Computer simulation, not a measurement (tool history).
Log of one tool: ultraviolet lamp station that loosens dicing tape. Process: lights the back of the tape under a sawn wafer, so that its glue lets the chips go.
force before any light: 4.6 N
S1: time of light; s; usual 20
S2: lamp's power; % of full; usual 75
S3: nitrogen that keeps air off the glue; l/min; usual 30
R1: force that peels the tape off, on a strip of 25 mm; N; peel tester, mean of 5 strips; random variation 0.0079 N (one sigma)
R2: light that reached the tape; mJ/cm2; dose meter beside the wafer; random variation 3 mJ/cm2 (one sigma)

run	hour	S1	S2	S3	R1	R2
1	0.0	20	75	30	0.344	437
2	10.2	25	75	30	0.207	541
3	20.3	25	75	30	0.212	541
4	34.7	25	75	30	0.207	541
5	47.9	25	75	30	0.212	540
6	64.6	25	75	30	0.214	531
7	82.3	25	75	30	0.218	534
8	93.8	25	75	47	0.170	527
9	101.9	20	75	50	0.259	415
10	118.8	16	75	30	0.556	340
11	129.8	16	75	30	0.574	332
12	140.3	16	75	30	0.574	332
13	148.2	20	64	30	0.512	355
14	164.9	20	64	30	0.513	351
15	178.4	20	64	30	0.515	354
16	185.8	21	63	24	0.585	365
17	196.5	21	63	24	0.583	362
18	205.7	21	63	24	0.573	360
19	220.5	12	64	13	1.771	205
20	235.6	35	65	13	0.347	589
21	247.8	35	65	13	0.341	588
22	256.1	35	60	13	0.448	542
23	272.9	20	75	47	0.326	379
24	285.9	20	75	26	0.467	381
25	303.2	12	99	34	0.643	304
26	318.4	23	99	21	0.194	650
27	326.0	27	80	44	0.143	621
28	343.2	26	72	11	0.508	534
29	351.3	24	78	10	0.524	535

Not shown: 2 entries that the log had between the listed runs. Between which runs, and how does the tool's hidden state differ before and after?
Between runs 19 and 20: window cleaned of glue's vapour (hour 222.7)
  lamp's light, % of a new lamp's: 95.6 -> 95.4; light that the window lets through, % of a clean one's: 93.2 -> 89.7
  measured less the result without the state, R1: +0.195 -> +0.097 N; R2: -26 -> -99 mJ/cm2
Between runs 25 and 26: window cleaned of glue's vapour, once more (hour 315.0)
  lamp's light, % of a new lamp's: 94.3 -> 94.1; light that the window lets through, % of a clean one's: 88.5 -> 99.7
  measured less the result without the state, R1: +0.186 -> +0.023 N; R2: -60 -> -42 mJ/cm2
